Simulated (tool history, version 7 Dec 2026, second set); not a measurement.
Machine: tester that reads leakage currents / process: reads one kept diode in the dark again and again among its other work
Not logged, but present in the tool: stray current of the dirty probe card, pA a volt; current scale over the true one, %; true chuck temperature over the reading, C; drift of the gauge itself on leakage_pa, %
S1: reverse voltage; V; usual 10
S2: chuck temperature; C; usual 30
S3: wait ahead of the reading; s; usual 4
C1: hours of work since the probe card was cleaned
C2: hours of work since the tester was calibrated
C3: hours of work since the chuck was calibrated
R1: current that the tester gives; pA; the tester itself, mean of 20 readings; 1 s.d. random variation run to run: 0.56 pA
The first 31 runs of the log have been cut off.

Run 32, hour 797.4: usual settings but S1 7.4 V, S2 34 C, S3 6.31 s; C1 79; C2 1015; C3 532. Result: R1 212.01 pA.
Run 33, hour 838.1: usual settings but S1 5.7 V, S3 0.8 s; C1 105; C2 1042; C3 558. Result: R1 138.48 pA.
Run 34, hour 861.3: usual settings but S1 1.2 V, S3 0.39 s; C1 121; C2 1057; C3 573. Result: R1 60.52 pA.
Run 35, hour 897.9: usual settings but S1 16 V, S2 23 C, S3 1.9 s; C1 145; C2 1081; C3 597. Result: R1 140.5 pA.
Run 36, hour 937.3: usual settings but S2 32 C, S3 0.6 s; C1 170; C2 1106; C3 623. Result: R1 217.39 pA.
Run 37, hour 974.2: usual settings but S1 9.1 V, S2 57 C, S3 0.33 s; C1 194; C2 1131; C3 647. Result: R1 1120.7 pA.
Run 38, hour 996.1: usual settings but S1 3.4 V, S2 29 C, S3 1.02 s; C1 209; C2 1145; C3 661. Result: R1 97.21 pA.
Run 39, hour 1025.4: usual settings but S1 1.3 V, S2 43 C, S3 0.34 s; C1 228; C2 1164; C3 681. Result: R1 158.7 pA.

Each row is a separate what-if for the run after 39, all from the same tool condition, not one after another. Results?
Run A, hour 1049.6: usual settings but S1 2.8 V, S2 20 C, S3 1.14 s; C1 244; C2 1180; C3 696. Result: R1 ?.
Run B, hour 1049.6: usual settings but S1 1.3 V, S2 43 C, S3 2.33 s; C1 244; C2 1180; C3 696. Result: R1 ?.
Run C, hour 1049.6: usual settings but S1 4.2 V; C1 244; C2 1180; C3 696. Result: R1 ?.
Run D, hour 1049.6: usual settings but S1 1.3 V, S2 43 C, S3 0.43 s; C1 244; C2 1180; C3 696. Result: R1 ?.

run      R1
  A   43.94
  B  158.61
  C  116.85
  D  159.43
With the hidden condition removed and each run's random variation left untouched, the same runs would have given:
run      R1
  A   43.91
  B  158.52
  C  116.77
  D  159.34
